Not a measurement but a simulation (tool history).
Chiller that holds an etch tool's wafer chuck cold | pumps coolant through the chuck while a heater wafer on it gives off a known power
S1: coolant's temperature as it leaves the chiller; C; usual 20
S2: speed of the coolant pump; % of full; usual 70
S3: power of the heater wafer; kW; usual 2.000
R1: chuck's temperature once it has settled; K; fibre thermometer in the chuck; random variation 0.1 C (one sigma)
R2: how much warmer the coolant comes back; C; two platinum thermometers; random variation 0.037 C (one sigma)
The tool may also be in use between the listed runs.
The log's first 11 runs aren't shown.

{"run": 12, "hour": 339.7, "S1": 20, "S2": 99, "S3": 2.0, "R1": 306.45, "R2": 5.21}
{"run": 13, "hour": 364.0, "S1": 20, "S2": 99, "S3": 2.0, "R1": 306.35, "R2": 5.17}
{"run": 14, "hour": 408.1, "S1": 20, "S2": 99, "S3": 2.0, "R1": 306.55, "R2": 5.16}
{"run": 15, "hour": 452.5, "S1": 20, "S2": 99, "S3": 1.946, "R1": 305.95, "R2": 5.09}
{"run": 16, "hour": 488.7, "S1": 20, "S2": 99, "S3": 1.946, "R1": 306.15, "R2": 5.08}
{"run": 17, "hour": 526.3, "S1": 14, "S2": 90, "S3": 1.291, "R1": 296.55, "R2": 3.71}
{"run": 18, "hour": 550.1, "S1": 27, "S2": 99, "S3": 2.036, "R1": 313.55, "R2": 5.36}
{"run": 19, "hour": 581.1, "S1": 13, "S2": 94, "S3": 2.052, "R1": 300.45, "R2": 5.68}
{"run": 20, "hour": 627.8, "S1": 13, "S2": 94, "S3": 2.052, "R1": 300.45, "R2": 5.65}
{"run": 21, "hour": 661.6, "S1": 13, "S2": 75, "S3": 1.107, "R1": 295.75, "R2": 3.85}
{"run": 22, "hour": 702.3, "S1": 23, "S2": 75, "S3": 1.107, "R1": 305.75, "R2": 3.75}
{"run": 23, "hour": 745.6, "S1": 20, "S2": 62, "S3": 2.0, "R1": 313.45, "R2": 8.29}
{"run": 24, "hour": 771.4, "S1": 17, "S2": 80, "S3": 1.352, "R1": 301.15, "R2": 4.36}
{"run": 25, "hour": 817.8, "S1": 22, "S2": 80, "S3": 2.542, "R1": 315.65, "R2": 8.13}
{"run": 26, "hour": 854.1, "S1": 22, "S2": 96, "S3": 1.501, "R1": 305.55, "R2": 4.04}
{"run": 27, "hour": 879.2, "S1": 12, "S2": 78, "S3": 1.528, "R1": 297.95, "R2": 5.11}
{"run": 28, "hour": 925.1, "S1": 12, "S2": 78, "S3": 1.528, "R1": 297.85, "R2": 5.1}
{"run": 29, "hour": 945.7, "S1": 12, "S2": 78, "S3": 1.528, "R1": 297.85, "R2": 5.11}
{"run": 30, "hour": 989.2, "S1": 12, "S2": 78, "S3": 1.528, "R1": 297.95, "R2": 5.03}
{"run": 31, "hour": 1016.3, "S1": 12, "S2": 78, "S3": 1.528, "R1": 297.75, "R2": 5.06}

Forecast each of these 3 alternatives for the next run:
{"run": "A", "hour": 1061.3, "S1": 12, "S2": 79, "S3": 1.528, "R1": "?", "R2": "?"}
{"run": "B", "hour": 1061.3, "S1": 27, "S2": 83, "S3": 2.702, "R1": "?", "R2": "?"}
{"run": "C", "hour": 1061.3, "S1": 11, "S2": 63, "S3": 2.044, "R1": "?", "R2": "?"}

run=A R1=297.65 R2=5.00
run=B R1=321.45 R2=8.45
run=C R1=304.75 R2=8.44
Without the tool's hidden state the same runs would have given:
run=A R1=296.45 R2=4.88
run=B R1=319.35 R2=8.25
run=C R1=302.75 R2=8.24
